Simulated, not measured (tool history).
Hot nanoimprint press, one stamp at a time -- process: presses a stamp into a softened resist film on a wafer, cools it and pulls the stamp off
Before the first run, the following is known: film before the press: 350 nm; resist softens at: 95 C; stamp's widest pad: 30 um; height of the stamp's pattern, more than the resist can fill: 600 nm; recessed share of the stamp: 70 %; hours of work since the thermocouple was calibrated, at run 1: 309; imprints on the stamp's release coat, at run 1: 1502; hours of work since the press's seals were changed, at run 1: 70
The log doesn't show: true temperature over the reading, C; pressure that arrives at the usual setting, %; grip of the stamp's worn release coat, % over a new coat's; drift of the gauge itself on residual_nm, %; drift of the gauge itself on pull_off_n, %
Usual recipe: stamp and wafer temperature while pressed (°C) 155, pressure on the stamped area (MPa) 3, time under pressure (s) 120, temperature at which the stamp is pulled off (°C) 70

run	hour	stamp and wafer temperature while pressed (°C)	pressure on the stamped area (MPa)	time under pressure (s)	temperature at which the stamp is pulled off (°C)	hours of work since the thermocouple was calibrated	imprints on the stamp's release coat	hours of work since the press's seals were changed	resist left under the stamp's widest pad (angstrom)	greatest force while the stamp is pulled off (N)
1	0	155	3	120	70	309	1502	70	1905	369
2	19.5	155	3	120	70	319	1582	81	1909	355
3	34.4	155	3	120	70	327	1644	88	1911	358
4	49.1	155	3	120	70	335	1704	96	1913	370
5	69.3	155	3	120	70	345	1788	106	1905	385
# hour 74.1: plate thermocouple calibrated
6	88.7	155	3	120	70	8	1855	115	1931	395
# hour 105.7: stamp cleaned and given a new release coat
7	105.7	155	3	120	70	13	0	121	1923	216
8	122.8	155	3	120	73	22	70	130	1934	211
# hour 141.1: plate thermocouple calibrated, once more
9	146.7	155	3	120	73	3	156	140	1876	205
10	158.2	155	3	120	73	9	204	146	1882	217
11	171.5	155	3	120	73	16	258	153	1889	222
12	183	155	3	120	73	22	306	159	1885	219
13	200.3	155	3	120	73	31	377	168	1889	226
14	211.7	155	3	120	73	37	424	174	1883	233
15	221.8	155	3	120	70	42	466	179	1881	256
16	232.4	151	3	120	70	47	510	185	2247	254
17	252	155	3	70	70	58	591	195	2223	262
18	273.1	161	3	149	73	69	677	206	1319	255
19	284	159	3	139	73	74	722	212	1491	265
20	293.4	154	2.36	210	74	79	761	217	1834	253
21	310.8	167	4.31	66	65	88	833	226	1143	317
22	326.1	155	3	120	76	96	896	234	1899	261
23	345.2	155	3	120	76	106	974	243	1894	273
24	364.1	155	3	109	57	116	1052	253	1968	387
25	378.7	165	4.36	109	60	123	1113	261	1023	371
26	389.3	154	2.2	107	70	129	1156	266	2315	318
27	409.5	155	2.42	240	70	139	1239	277	1664	338
28	426.8	150	3	156	70	148	1311	286	2188	341
29	440.6	155	4.56	64	74	155	1368	293	1973	314
30	454.4	156	4.56	64	63	163	1425	300	1877	394

Predict the results of run 31:
31	473.1	156	4.56	64	63	172	1502	310	?	?

{"run 31": {"resist left under the stamp's widest pad (angstrom)": 1884, "greatest force while the stamp is pulled off (N)": 393}}
With no hidden state in the tool, this same run would have given resist left under the stamp's widest pad (angstrom) 1834, greatest force while the stamp is pulled off (N) 233.
